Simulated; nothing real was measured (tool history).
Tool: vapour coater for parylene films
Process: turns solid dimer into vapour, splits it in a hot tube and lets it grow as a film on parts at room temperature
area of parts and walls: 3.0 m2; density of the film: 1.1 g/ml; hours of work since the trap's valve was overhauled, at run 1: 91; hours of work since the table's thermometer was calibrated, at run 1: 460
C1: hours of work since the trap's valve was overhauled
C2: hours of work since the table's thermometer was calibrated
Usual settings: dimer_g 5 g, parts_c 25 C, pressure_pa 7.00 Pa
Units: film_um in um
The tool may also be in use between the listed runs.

{"run": 1, "hour": 0.0, "dimer_g": 5, "parts_c": 25, "pressure_pa": 7.0, "C1": 91, "C2": 460, "film_um": 0.644}
{"run": 2, "hour": 18.1, "dimer_g": 5, "parts_c": 25, "pressure_pa": 7.0, "C1": 102, "C2": 471, "film_um": 0.643}
{"run": 3, "hour": 32.1, "dimer_g": 5, "parts_c": 25, "pressure_pa": 2.4, "C1": 111, "C2": 479, "film_um": 0.813}
{"run": 4, "hour": 46.5, "dimer_g": 5, "parts_c": 25, "pressure_pa": 2.4, "C1": 119, "C2": 488, "film_um": 0.82}
{"run": 5, "hour": 60.0, "dimer_g": 5, "parts_c": 25, "pressure_pa": 2.4, "C1": 127, "C2": 496, "film_um": 0.813}
{"run": 6, "hour": 80.1, "dimer_g": 5, "parts_c": 25, "pressure_pa": 10.59, "C1": 140, "C2": 508, "film_um": 0.582}
{"run": 7, "hour": 93.7, "dimer_g": 8, "parts_c": 25, "pressure_pa": 7.0, "C1": 148, "C2": 516, "film_um": 1.021}
{"run": 8, "hour": 106.0, "dimer_g": 4, "parts_c": 25, "pressure_pa": 7.0, "C1": 155, "C2": 524, "film_um": 0.499}
{"run": 9, "hour": 125.5, "dimer_g": 4, "parts_c": 25, "pressure_pa": 7.0, "C1": 167, "C2": 536, "film_um": 0.513}
{"run": 10, "hour": 144.0, "dimer_g": 4, "parts_c": 25, "pressure_pa": 7.0, "C1": 178, "C2": 547, "film_um": 0.514}
{"run": 11, "hour": 161.2, "dimer_g": 4, "parts_c": 25, "pressure_pa": 7.0, "C1": 188, "C2": 557, "film_um": 0.521}
{"run": 12, "hour": 176.4, "dimer_g": 5, "parts_c": 25, "pressure_pa": 7.0, "C1": 197, "C2": 566, "film_um": 0.639}
{"run": 13, "hour": 192.3, "dimer_g": 5, "parts_c": 25, "pressure_pa": 7.0, "C1": 207, "C2": 576, "film_um": 0.625}
{"run": 14, "hour": 202.5, "dimer_g": 4, "parts_c": 25, "pressure_pa": 7.0, "C1": 213, "C2": 582, "film_um": 0.504}
{"hour": 205.3, "done": "table's thermometer calibrated"}
{"run": 15, "hour": 221.8, "dimer_g": 5, "parts_c": 25, "pressure_pa": 7.0, "C1": 224, "C2": 10, "film_um": 0.635}
{"run": 16, "hour": 236.2, "dimer_g": 6, "parts_c": 21, "pressure_pa": 6.4, "C1": 233, "C2": 19, "film_um": 0.899}
{"run": 17, "hour": 255.1, "dimer_g": 6, "parts_c": 31, "pressure_pa": 6.4, "C1": 244, "C2": 30, "film_um": 0.613}
{"run": 18, "hour": 267.2, "dimer_g": 6, "parts_c": 31, "pressure_pa": 6.4, "C1": 251, "C2": 37, "film_um": 0.628}
{"run": 19, "hour": 278.9, "dimer_g": 3, "parts_c": 21, "pressure_pa": 2.81, "C1": 258, "C2": 44, "film_um": 0.539}
{"run": 20, "hour": 300.5, "dimer_g": 6, "parts_c": 25, "pressure_pa": 8.15, "C1": 271, "C2": 57, "film_um": 0.731}
{"hour": 305.2, "done": "table's thermometer calibrated, once more"}
{"run": 21, "hour": 313.1, "dimer_g": 4, "parts_c": 19, "pressure_pa": 3.08, "C1": 278, "C2": 5, "film_um": 0.732}
{"run": 22, "hour": 333.6, "dimer_g": 3, "parts_c": 33, "pressure_pa": 3.08, "C1": 291, "C2": 17, "film_um": 0.319}
{"run": 23, "hour": 347.4, "dimer_g": 3, "parts_c": 34, "pressure_pa": 3.08, "C1": 299, "C2": 25, "film_um": 0.313}
{"run": 24, "hour": 366.1, "dimer_g": 3, "parts_c": 34, "pressure_pa": 3.08, "C1": 310, "C2": 37, "film_um": 0.317}
{"run": 25, "hour": 376.6, "dimer_g": 2, "parts_c": 32, "pressure_pa": 10.0, "C1": 316, "C2": 43, "film_um": 0.182}
{"run": 26, "hour": 388.8, "dimer_g": 8, "parts_c": 37, "pressure_pa": 3.3, "C1": 324, "C2": 50, "film_um": 0.738}
{"run": 27, "hour": 401.8, "dimer_g": 8, "parts_c": 37, "pressure_pa": 3.3, "C1": 332, "C2": 58, "film_um": 0.741}
{"run": 28, "hour": 421.2, "dimer_g": 8, "parts_c": 31, "pressure_pa": 5.06, "C1": 343, "C2": 70, "film_um": 0.827}
{"run": 29, "hour": 435.7, "dimer_g": 3, "parts_c": 18, "pressure_pa": 7.0, "C1": 352, "C2": 78, "film_um": 0.457}
{"run": 30, "hour": 451.1, "dimer_g": 4, "parts_c": 30, "pressure_pa": 2.18, "C1": 361, "C2": 88, "film_um": 0.513}

Hidden state at the last listed run before each entry between runs and at the first one after, where it differs:
Between runs 14 and 15: table's thermometer calibrated (hour 205.3)
  vapour lost through the trap's worn valve, %: 4.2 -> 4.4; true temperature of the parts over the reading, C: -0.64 -> -0.81
  measured less the result without the state, film_um: -0.010 -> -0.010 um
Between runs 20 and 21: table's thermometer calibrated, once more (hour 305.2)
  vapour lost through the trap's worn valve, %: 5.4 -> 5.5; true temperature of the parts over the reading, C: -0.86 -> 0.07
  measured less the result without the state, film_um: -0.018 -> -0.044 um
